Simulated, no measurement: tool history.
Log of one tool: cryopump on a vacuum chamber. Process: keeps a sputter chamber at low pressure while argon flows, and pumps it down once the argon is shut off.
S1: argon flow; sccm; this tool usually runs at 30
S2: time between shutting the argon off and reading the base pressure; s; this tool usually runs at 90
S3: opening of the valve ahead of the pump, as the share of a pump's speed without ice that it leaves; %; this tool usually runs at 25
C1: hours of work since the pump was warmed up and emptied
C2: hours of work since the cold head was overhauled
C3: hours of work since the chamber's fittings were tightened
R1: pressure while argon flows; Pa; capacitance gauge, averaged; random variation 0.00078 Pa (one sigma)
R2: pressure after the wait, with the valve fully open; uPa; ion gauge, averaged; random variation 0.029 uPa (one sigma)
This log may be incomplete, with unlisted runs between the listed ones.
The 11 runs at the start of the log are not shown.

{"run": 12, "hour": 156.8, "S1": 30, "S2": 90, "S3": 25, "C1": 311, "C2": 311, "C3": 860, "R1": 0.1504, "R2": 2.94}
{"run": 13, "hour": 171.9, "S1": 30, "S2": 90, "S3": 25, "C1": 322, "C2": 322, "C3": 870, "R1": 0.1493, "R2": 2.93}
{"run": 14, "hour": 182.3, "S1": 14, "S2": 90, "S3": 25, "C1": 329, "C2": 329, "C3": 878, "R1": 0.0692, "R2": 2.89}
{"run": 15, "hour": 199.9, "S1": 42, "S2": 90, "S3": 25, "C1": 341, "C2": 341, "C3": 890, "R1": 0.2092, "R2": 3.02}
{"run": 16, "hour": 217.9, "S1": 42, "S2": 90, "S3": 25, "C1": 354, "C2": 354, "C3": 903, "R1": 0.2095, "R2": 3.06}
{"run": 17, "hour": 232.4, "S1": 42, "S2": 90, "S3": 25, "C1": 364, "C2": 364, "C3": 913, "R1": 0.2095, "R2": 3.02}
{"run": 18, "hour": 241.7, "S1": 42, "S2": 52, "S3": 41, "C1": 370, "C2": 370, "C3": 919, "R1": 0.1284, "R2": 3.87}
{"run": 19, "hour": 260.0, "S1": 51, "S2": 227, "S3": 17, "C1": 383, "C2": 383, "C3": 932, "R1": 0.3753, "R2": 2.37}
{"run": 20, "hour": 271.3, "S1": 40, "S2": 54, "S3": 22, "C1": 391, "C2": 391, "C3": 940, "R1": 0.2255, "R2": 3.75}
{"run": 21, "hour": 291.1, "S1": 40, "S2": 54, "S3": 22, "C1": 405, "C2": 405, "C3": 954, "R1": 0.2267, "R2": 3.89}
{"run": 22, "hour": 305.5, "S1": 30, "S2": 22, "S3": 18, "C1": 415, "C2": 415, "C3": 964, "R1": 0.2072, "R2": 6.47}
{"run": 23, "hour": 319.3, "S1": 30, "S2": 22, "S3": 18, "C1": 425, "C2": 425, "C3": 974, "R1": 0.2079, "R2": 6.51}
{"run": 24, "hour": 329.2, "S1": 30, "S2": 22, "S3": 18, "C1": 432, "C2": 432, "C3": 981, "R1": 0.2071, "R2": 6.61}
{"run": 25, "hour": 339.2, "S1": 30, "S2": 82, "S3": 54, "C1": 439, "C2": 439, "C3": 988, "R1": 0.0699, "R2": 3.31}
{"run": 26, "hour": 347.7, "S1": 30, "S2": 82, "S3": 54, "C1": 445, "C2": 445, "C3": 994, "R1": 0.0697, "R2": 3.35}
{"run": 27, "hour": 358.7, "S1": 30, "S2": 82, "S3": 54, "C1": 452, "C2": 452, "C3": 1001, "R1": 0.0704, "R2": 3.32}
{"run": 28, "hour": 379.3, "S1": 46, "S2": 90, "S3": 25, "C1": 467, "C2": 467, "C3": 1016, "R1": 0.2307, "R2": 3.29}
{"run": 29, "hour": 396.7, "S1": 22, "S2": 219, "S3": 19, "C1": 479, "C2": 479, "C3": 1028, "R1": 0.1451, "R2": 2.55}
{"run": 30, "hour": 413.8, "S1": 33, "S2": 239, "S3": 17, "C1": 491, "C2": 491, "C3": 1040, "R1": 0.2436, "R2": 2.57}
{"run": 31, "hour": 426.2, "S1": 30, "S2": 118, "S3": 21, "C1": 500, "C2": 500, "C3": 1049, "R1": 0.1793, "R2": 3.13}
{"run": 32, "hour": 445.9, "S1": 30, "S2": 118, "S3": 21, "C1": 514, "C2": 514, "C3": 1062, "R1": 0.1787, "R2": 3.03}
{"run": 33, "hour": 463.4, "S1": 30, "S2": 118, "S3": 21, "C1": 526, "C2": 526, "C3": 1075, "R1": 0.1781, "R2": 3.1}

Consider 5 possible next runs. They are alternatives, not a sequence: every one starts from the tool as it was left by run 33. What does each give?
{"run": "A", "hour": 479.9, "S1": 30, "S2": 54, "S3": 25, "C1": 537, "C2": 537, "C3": 1086, "R1": "?", "R2": "?"}
{"run": "B", "hour": 479.9, "S1": 30, "S2": 35, "S3": 25, "C1": 537, "C2": 537, "C3": 1086, "R1": "?", "R2": "?"}
{"run": "C", "hour": 479.9, "S1": 16, "S2": 50, "S3": 25, "C1": 537, "C2": 537, "C3": 1086, "R1": "?", "R2": "?"}
{"run": "D", "hour": 479.9, "S1": 39, "S2": 70, "S3": 48, "C1": 537, "C2": 537, "C3": 1086, "R1": "?", "R2": "?"}
{"run": "E", "hour": 479.9, "S1": 18, "S2": 46, "S3": 29, "C1": 537, "C2": 537, "C3": 1086, "R1": "?", "R2": "?"}

run=A R1=0.1517 R2=4.19
run=B R1=0.1516 R2=5.28
run=C R1=0.0805 R2=4.38
run=D R1=0.1040 R2=3.71
run=E R1=0.0794 R2=4.50
The same runs, with their run-to-run variation unchanged, on a tool lacking any hidden condition would have given:
run=A R1=0.1489 R2=2.14
run=B R1=0.1488 R2=3.22
run=C R1=0.0790 R2=2.32
run=D R1=0.1004 R2=1.69
run=E R1=0.0777 R2=2.46
